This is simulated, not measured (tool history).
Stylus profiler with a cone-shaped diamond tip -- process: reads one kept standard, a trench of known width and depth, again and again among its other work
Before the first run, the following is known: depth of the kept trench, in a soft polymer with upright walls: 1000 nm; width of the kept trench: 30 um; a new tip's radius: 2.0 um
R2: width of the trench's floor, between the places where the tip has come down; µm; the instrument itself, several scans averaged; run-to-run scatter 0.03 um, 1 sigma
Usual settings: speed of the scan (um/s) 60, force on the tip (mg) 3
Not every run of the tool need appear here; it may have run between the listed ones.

run 1 hour=0 | speed_of_the_scan_(um/s)=60 force_on_the_tip_(mg)=3 | depth_of_the_trench_(Å)=10162.7 R2=25.61
run 2 hour=8.1 | speed_of_the_scan_(um/s)=111 force_on_the_tip_(mg)=3 | depth_of_the_trench_(Å)=10165.1 R2=25.34
run 3 hour=22.9 | speed_of_the_scan_(um/s)=111 force_on_the_tip_(mg)=3 | depth_of_the_trench_(Å)=10159.7 R2=25.32
run 4 hour=34.6 | speed_of_the_scan_(um/s)=140 force_on_the_tip_(mg)=3 | depth_of_the_trench_(Å)=10162.4 R2=25.15
run 5 hour=47.8 | speed_of_the_scan_(um/s)=140 force_on_the_tip_(mg)=3 | depth_of_the_trench_(Å)=10165.5 R2=25.09
run 6 hour=62.6 | speed_of_the_scan_(um/s)=46 force_on_the_tip_(mg)=3 | depth_of_the_trench_(Å)=10162 R2=25.61
run 7 hour=72.2 | speed_of_the_scan_(um/s)=60 force_on_the_tip_(mg)=1.9 | depth_of_the_trench_(Å)=10125 R2=25.43
run 8 hour=80.3 | speed_of_the_scan_(um/s)=218 force_on_the_tip_(mg)=3 | depth_of_the_trench_(Å)=10164.5 R2=24.55
run 9 hour=93.4 | speed_of_the_scan_(um/s)=60 force_on_the_tip_(mg)=7.98 | depth_of_the_trench_(Å)=10310.3 R2=25.66
run 10 hour=104.6 | speed_of_the_scan_(um/s)=60 force_on_the_tip_(mg)=7.98 | depth_of_the_trench_(Å)=10312.4 R2=25.64
run 11 hour=118.5 | speed_of_the_scan_(um/s)=33 force_on_the_tip_(mg)=3 | depth_of_the_trench_(Å)=10165.8 R2=25.62
run 12 hour=125 | speed_of_the_scan_(um/s)=60 force_on_the_tip_(mg)=1.6 | depth_of_the_trench_(Å)=10118.2 R2=25.33
run 13 hour=138.2 | speed_of_the_scan_(um/s)=60 force_on_the_tip_(mg)=1.13 | depth_of_the_trench_(Å)=10095.4 R2=25.15
run 14 hour=147.3 | speed_of_the_scan_(um/s)=60 force_on_the_tip_(mg)=1.13 | depth_of_the_trench_(Å)=10091.5 R2=25.19
run 15 hour=154.2 | speed_of_the_scan_(um/s)=60 force_on_the_tip_(mg)=1.13 | depth_of_the_trench_(Å)=10096.3 R2=25.19
run 16 hour=169.3 | speed_of_the_scan_(um/s)=60 force_on_the_tip_(mg)=1.13 | depth_of_the_trench_(Å)=10091.3 R2=25.16
run 17 hour=181 | speed_of_the_scan_(um/s)=167 force_on_the_tip_(mg)=1.13 | depth_of_the_trench_(Å)=10090.6 R2=24.1
run 18 hour=187.4 | speed_of_the_scan_(um/s)=60 force_on_the_tip_(mg)=3 | depth_of_the_trench_(Å)=10164.2 R2=25.36
run 19 hour=201.5 | speed_of_the_scan_(um/s)=60 force_on_the_tip_(mg)=3.48 | depth_of_the_trench_(Å)=10183.1 R2=25.4
run 20 hour=211.2 | speed_of_the_scan_(um/s)=60 force_on_the_tip_(mg)=3.48 | depth_of_the_trench_(Å)=10185 R2=25.37
run 21 hour=217.4 | speed_of_the_scan_(um/s)=60 force_on_the_tip_(mg)=3.48 | depth_of_the_trench_(Å)=10185.9 R2=25.35
run 22 hour=224.2 | speed_of_the_scan_(um/s)=60 force_on_the_tip_(mg)=3.48 | depth_of_the_trench_(Å)=10191 R2=25.34
run 23 hour=233.2 | speed_of_the_scan_(um/s)=60 force_on_the_tip_(mg)=3.48 | depth_of_the_trench_(Å)=10187.9 R2=25.35
run 24 hour=240.7 | speed_of_the_scan_(um/s)=60 force_on_the_tip_(mg)=3.48 | depth_of_the_trench_(Å)=10186.7 R2=25.3
run 25 hour=250.2 | speed_of_the_scan_(um/s)=29 force_on_the_tip_(mg)=1.26 | depth_of_the_trench_(Å)=10101.1 R2=25.37
run 26 hour=259.9 | speed_of_the_scan_(um/s)=45 force_on_the_tip_(mg)=6.63 | depth_of_the_trench_(Å)=10282.7 R2=25.37
run 27 hour=271.5 | speed_of_the_scan_(um/s)=45 force_on_the_tip_(mg)=6.63 | depth_of_the_trench_(Å)=10278.2 R2=25.42
run 28 hour=283.5 | speed_of_the_scan_(um/s)=45 force_on_the_tip_(mg)=6.63 | depth_of_the_trench_(Å)=10276.7 R2=25.41
run 29 hour=296.4 | speed_of_the_scan_(um/s)=45 force_on_the_tip_(mg)=6.63 | depth_of_the_trench_(Å)=10284.1 R2=25.38
run 30 hour=310.9 | speed_of_the_scan_(um/s)=206 force_on_the_tip_(mg)=8.27 | depth_of_the_trench_(Å)=10323.4 R2=24.77
run 31 hour=317.3 | speed_of_the_scan_(um/s)=206 force_on_the_tip_(mg)=8.27 | depth_of_the_trench_(Å)=10325.3 R2=24.81
run 32 hour=327.5 | speed_of_the_scan_(um/s)=47 force_on_the_tip_(mg)=3 | depth_of_the_trench_(Å)=10172.3 R2=25.25
run 33 hour=341.6 | speed_of_the_scan_(um/s)=145 force_on_the_tip_(mg)=3.7 | depth_of_the_trench_(Å)=10196.5 R2=24.72
run 34 hour=350.4 | speed_of_the_scan_(um/s)=226 force_on_the_tip_(mg)=1.25 | depth_of_the_trench_(Å)=10107.7 R2=23.39
run 35 hour=364.8 | speed_of_the_scan_(um/s)=160 force_on_the_tip_(mg)=3 | depth_of_the_trench_(Å)=10171.5 R2=24.5
run 36 hour=379.3 | speed_of_the_scan_(um/s)=35 force_on_the_tip_(mg)=1.25 | depth_of_the_trench_(Å)=10110.2 R2=25.1
run 37 hour=385.7 | speed_of_the_scan_(um/s)=35 force_on_the_tip_(mg)=1.25 | depth_of_the_trench_(Å)=10109.5 R2=25.17
run 38 hour=400 | speed_of_the_scan_(um/s)=33 force_on_the_tip_(mg)=1.19 | depth_of_the_trench_(Å)=10101.5 R2=25.09
run 39 hour=408.8 | speed_of_the_scan_(um/s)=33 force_on_the_tip_(mg)=2.32 | depth_of_the_trench_(Å)=10152.9 R2=25.2
run 40 hour=419.2 | speed_of_the_scan_(um/s)=60 force_on_the_tip_(mg)=1.12 | depth_of_the_trench_(Å)=10103.8 R2=24.75
run 41 hour=428.6 | speed_of_the_scan_(um/s)=136 force_on_the_tip_(mg)=7.5 | depth_of_the_trench_(Å)=10307.2 R2=24.86
run 42 hour=443.5 | speed_of_the_scan_(um/s)=17 force_on_the_tip_(mg)=2.65 | depth_of_the_trench_(Å)=10162.9 R2=25.25
run 43 hour=454.1 | speed_of_the_scan_(um/s)=48 force_on_the_tip_(mg)=7.95 | depth_of_the_trench_(Å)=10320.7 R2=25.13
run 44 hour=462.9 | speed_of_the_scan_(um/s)=48 force_on_the_tip_(mg)=7.95 | depth_of_the_trench_(Å)=10317 R2=25.13
run 45 hour=474.4 | speed_of_the_scan_(um/s)=81 force_on_the_tip_(mg)=4.47 | depth_of_the_trench_(Å)=10224.9 R2=24.91
run 46 hour=487.5 | speed_of_the_scan_(um/s)=81 force_on_the_tip_(mg)=4.47 | depth_of_the_trench_(Å)=10224.4 R2=24.85
run 47 hour=497.2 | speed_of_the_scan_(um/s)=31 force_on_the_tip_(mg)=5.76 | depth_of_the_trench_(Å)=10261.3 R2=25.1
run 48 hour=504.2 | speed_of_the_scan_(um/s)=31 force_on_the_tip_(mg)=5.76 | depth_of_the_trench_(Å)=10265.2 R2=25.18

Hidden state or all else? Some run-to-run changes of depth of the trench (Å), split into what the settings, what came in and random variation would give without the hidden state, and what is left for the hidden state (with any gauge scatter that isn't in both results):
Hidden conditions of the tool in this case: radius of the tip, um; height scale over the true one, %; drift of the gauge itself on depth_nm, %; drift of the gauge itself on floor_um, %.
Run 25 -> 26: speed of the scan (um/s) 29 -> 45, force on the tip (mg) 1.26 -> 6.63. depth of the trench (Å) +181.6: hidden state +0.6, all else +181.
Run 40 -> 41: speed of the scan (um/s) 60 -> 136, force on the tip (mg) 1.12 -> 7.5. depth of the trench (Å) +203.4: hidden state +0.7, all else +202.7.
Run 42 -> 43: speed of the scan (um/s) 17 -> 48, force on the tip (mg) 2.65 -> 7.95. depth of the trench (Å) +157.8: hidden state +0.6, all else +157.2.
